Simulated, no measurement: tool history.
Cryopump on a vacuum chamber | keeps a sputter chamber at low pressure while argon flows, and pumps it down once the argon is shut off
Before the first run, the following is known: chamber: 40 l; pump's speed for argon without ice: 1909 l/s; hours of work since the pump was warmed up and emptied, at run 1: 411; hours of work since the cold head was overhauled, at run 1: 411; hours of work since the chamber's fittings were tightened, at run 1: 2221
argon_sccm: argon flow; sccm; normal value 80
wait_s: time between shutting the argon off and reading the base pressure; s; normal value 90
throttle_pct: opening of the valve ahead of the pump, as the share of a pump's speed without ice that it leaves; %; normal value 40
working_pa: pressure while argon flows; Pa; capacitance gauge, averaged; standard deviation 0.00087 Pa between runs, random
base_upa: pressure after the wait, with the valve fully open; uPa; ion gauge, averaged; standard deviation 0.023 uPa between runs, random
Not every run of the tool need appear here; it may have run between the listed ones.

run   hour  argon_sccm  wait_s  throttle_pct  hours of work since the pump was warmed up and emptied  hours of work since the cold head was overhauled  hours of work since the chamber's fittings were tightened  working_pa  base_upa
  1    0.0          80      90            40                                                     411                                               411                                                       2221      0.1959      1.05
  2    8.3          38      90            40                                                     416                                               416                                                       2226      0.0928      1.07
  3   21.9          38      90            17                                                     425                                               425                                                       2235      0.2073      1.04
  4   31.0          80      90            40                                                     431                                               431                                                       2241      0.1973      1.06
  5   40.7          80      90            40                                                     437                                               437                                                       2247      0.1975      1.06
  6   49.0          80      90            40                                                     442                                               442                                                       2253      0.1954      1.06
  7   59.9          80      90            40                                                     450                                               450                                                       2260      0.1990      1.04
  8   70.9          80      90            40                                                     457                                               457                                                       2267      0.1973      1.04
  9   85.1          80      90            40                                                     466                                               466                                                       2276      0.1982      1.09
 10   93.8          80      90            40                                                     472                                               472                                                       2282      0.1983      1.09
 11  104.4          80      90            40                                                     478                                               478                                                       2289      0.1995      1.10
 12  111.6          80      90            40                                                     483                                               483                                                       2293      0.1985      1.05
 13  123.0          80      90            40                                                     491                                               491                                                       2301      0.1983      1.07
 14  132.6          80      90            40                                                     497                                               497                                                       2307      0.2018      1.06
 15  140.4          80      90            40                                                     502                                               502                                                       2312      0.2002      1.05
 16  150.8          80      90            40                                                     509                                               509                                                       2319      0.2012      1.06
 17  166.9          80      90            40                                                     519                                               519                                                       2329      0.2016      1.08
     179.0  -- pump warmed up, emptied and cooled again
 18  188.3          39      40            46                                                       6                                               530                                                       2340      0.0766      1.80
 19  202.9          76      78            32                                                      16                                               539                                                       2349      0.2125      1.10
 20  210.1          35     234            48                                                      20                                               544                                                       2354      0.0646      0.62
 21  223.1         130      72            23                                                      29                                               552                                                       2363      0.5033      1.15
 22  230.9          43     209            37                                                      34                                               557                                                       2368      0.1038      0.59
 23  245.6          59      90            25                                                      43                                               567                                                       2377      0.2107      0.96
 24  253.4          38      51            25                                                      48                                               572                                                       2382      0.1368      1.41
 25  263.6          80     180            40                                                      55                                               579                                                       2389      0.1808      0.60
 26  280.1          80     180            40                                                      66                                               589                                                       2400      0.1793      0.72
 27  289.1          80     180            40                                                      72                                               595                                                       2406      0.1790      0.73
 28  299.2          61      90            27                                                      78                                               602                                                       2412      0.2028      1.05
 29  316.2          61      90            25                                                      89                                               613                                                       2423      0.2181      0.98
 30  325.2          79     173            19                                                      95                                               619                                                       2429      0.3744      0.69
 31  336.0          79     173            19                                                     102                                               626                                                       2436      0.3719      0.70
 32  350.1          58      74            56                                                     111                                               635                                                       2445      0.0950      1.13
 33  359.2          80      25            40                                                     117                                               641                                                       2451      0.1816      2.65
 34  368.5          67      90            50                                                     123                                               647                                                       2457      0.1225      1.05

Hidden state or all else? Some run-to-run changes of working_pa, split into what the settings, what came in and random variation would give without the hidden state, and what is left for the hidden state (with any gauge scatter that isn't in both results):
Hidden state at play: pump's speed, % of a pump's without ice; cold plate's temperature, K; leak into the chamber, uPa l/s; drift of the gauge itself on working_pa, %; drift of the gauge itself on base_upa, %.
Run 1 -> 2: argon_sccm 80 -> 38. working_pa -0.1031 Pa: hidden state -0.0093, all else -0.0938.
Run 3 -> 4: argon_sccm 38 -> 80, throttle_pct 17 -> 40. working_pa -0.0100 Pa: hidden state +0.0103, all else -0.0203.
Run 17 -> 18: argon_sccm 80 -> 39, wait_s 90 -> 40, throttle_pct 40 -> 46, pump warmed up, emptied and cooled again. working_pa -0.1250 Pa: hidden state -0.0240, all else -0.1010.
Run 20 -> 21: argon_sccm 35 -> 130, wait_s 234 -> 72, throttle_pct 48 -> 23. working_pa +0.4387 Pa: hidden state +0.0020, all else +0.4367.
Run 21 -> 22: argon_sccm 130 -> 43, wait_s 72 -> 209, throttle_pct 23 -> 37. working_pa -0.3995 Pa: hidden state -0.0016, all else -0.3979.
Run 31 -> 32: argon_sccm 79 -> 58, wait_s 173 -> 74, throttle_pct 19 -> 56. working_pa -0.2769 Pa: hidden state -0.0008, all else -0.2761.
